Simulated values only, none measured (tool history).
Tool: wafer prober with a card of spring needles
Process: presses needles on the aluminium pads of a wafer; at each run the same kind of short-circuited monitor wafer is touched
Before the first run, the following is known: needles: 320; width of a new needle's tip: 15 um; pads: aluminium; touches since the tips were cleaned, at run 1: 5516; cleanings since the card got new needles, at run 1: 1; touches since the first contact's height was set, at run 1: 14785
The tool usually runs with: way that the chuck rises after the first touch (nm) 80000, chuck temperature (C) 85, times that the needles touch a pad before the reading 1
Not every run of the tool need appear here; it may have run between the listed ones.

run	hour	way that the chuck rises after the first touch (nm)	chuck temperature (C)	times that the needles touch a pad before the reading	touches since the tips were cleaned	cleanings since the card got new needles	touches since the first contact's height was set	resistance of one needle with its contact and lead (mohm)	way that a needle slides on the pad (nm)
1	0.0	80000	85	1	5516	1	14785	270	20430
# hour 7.1: tips cleaned on abrasive film
2	11.4	80000	41	1	1405	2	18482	252	20390
3	22.3	80000	41	1	5012	2	22089	260	20390
# hour 30.7: tips cleaned on abrasive film
4	31.4	80000	41	2	218	3	25024	246	20360
5	43.0	93000	85	1	4046	3	28852	265	23720
6	52.9	80000	85	1	7289	3	32095	274	20390
# hour 54.5: tips cleaned on abrasive film
7	58.9	80000	85	1	1429	4	34032	265	20370
8	65.1	80000	85	1	3461	4	36064	269	20350
9	74.8	80000	85	1	6652	4	39255	273	20370
# hour 78.3: tips cleaned on abrasive film
10	82.9	80000	85	1	1512	5	41886	264	20300
11	92.7	80000	85	2	4725	5	45099	265	20310
12	100.9	80000	85	2	7438	5	47812	270	20290
# hour 102.8: tips cleaned on abrasive film
13	108.0	80000	85	2	1687	6	50090	263	20320
14	119.9	63000	85	1	5610	6	54013	281	15990
# hour 127.0: tips cleaned on abrasive film
15	132.0	80000	59	1	1618	7	57936	257	20320
16	144.0	80000	59	2	5575	7	61893	259	20310
# hour 151.1: tips cleaned on abrasive film
17	151.1	80000	85	1	0	8	64177	256	20290
18	156.7	80000	85	1	1859	8	66036	262	20250
19	163.8	80000	85	1	4194	8	68371	268	20260
20	172.5	80000	28	2	7042	8	71219	254	20240
# hour 174.7: tips cleaned on abrasive film
21	181.2	80000	28	2	2131	9	74054	253	20260
# hour 183.6: height of the first contact set anew
22	193.7	80000	28	2	6140	9	3317	255	20460
# hour 199.0: tips cleaned on abrasive film
23	200.1	80000	28	2	360	10	5392	242	20430
24	211.1	80000	28	2	3955	10	8987	253	20400
25	217.6	63000	31	2	6091	10	11123	259	16080
# hour 222.8: tips cleaned on abrasive film
26	228.6	94000	27	1	1899	11	14710	250	23970
27	240.6	94000	27	1	5852	11	18663	251	23980
# hour 247.2: tips cleaned on abrasive film
28	249.7	94000	27	1	839	12	21615	249	23940
29	260.4	94000	27	1	4351	12	25127	253	23950
30	267.0	95000	85	1	6504	12	27280	271	24150
# hour 271.2: tips cleaned on abrasive film
31	276.3	95000	85	1	1662	13	30297	266	24190
32	287.3	69000	85	1	5298	13	33933	279	17510
33	293.6	70000	69	1	7355	13	35990	276	17770
# hour 295.3: tips cleaned on abrasive film
34	304.8	72000	69	2	3123	14	39653	265	18310

How would selected steps in resistance of one needle with its contact and lead (mohm) from run to run divide? Give the signed amount a tool lacking its hidden state would still show from settings, what came in and random variation, and the signed amount left for the hidden state, including any gauge scatter that is not in both of the compared results.
Hidden state present: debris on the tips, nm; way that the needles fall short of the set height, um; tips' diameter, um; drift of the gauge itself on contact_mohm, %; drift of the gauge itself on scrub_um, %.
Run 1 -> 2: chuck temperature (C) 85 -> 41, tips cleaned on abrasive film. resistance of one needle with its contact and lead (mohm) -18: hidden state -10, all else -8.
Run 3 -> 4: times that the needles touch a pad before the reading 1 -> 2, tips cleaned on abrasive film. resistance of one needle with its contact and lead (mohm) -14: hidden state -14, all else +0.
Run 4 -> 5: way that the chuck rises after the first touch (nm) 80000 -> 93000, chuck temperature (C) 41 -> 85, times that the needles touch a pad before the reading 2 -> 1. resistance of one needle with its contact and lead (mohm) +19: hidden state +10, all else +9.
Run 13 -> 14: way that the chuck rises after the first touch (nm) 80000 -> 63000, times that the needles touch a pad before the reading 2 -> 1. resistance of one needle with its contact and lead (mohm) +18: hidden state +19, all else -1.
Run 14 -> 15: way that the chuck rises after the first touch (nm) 63000 -> 80000, chuck temperature (C) 85 -> 59, tips cleaned on abrasive film. resistance of one needle with its contact and lead (mohm) -24: hidden state -15, all else -9.

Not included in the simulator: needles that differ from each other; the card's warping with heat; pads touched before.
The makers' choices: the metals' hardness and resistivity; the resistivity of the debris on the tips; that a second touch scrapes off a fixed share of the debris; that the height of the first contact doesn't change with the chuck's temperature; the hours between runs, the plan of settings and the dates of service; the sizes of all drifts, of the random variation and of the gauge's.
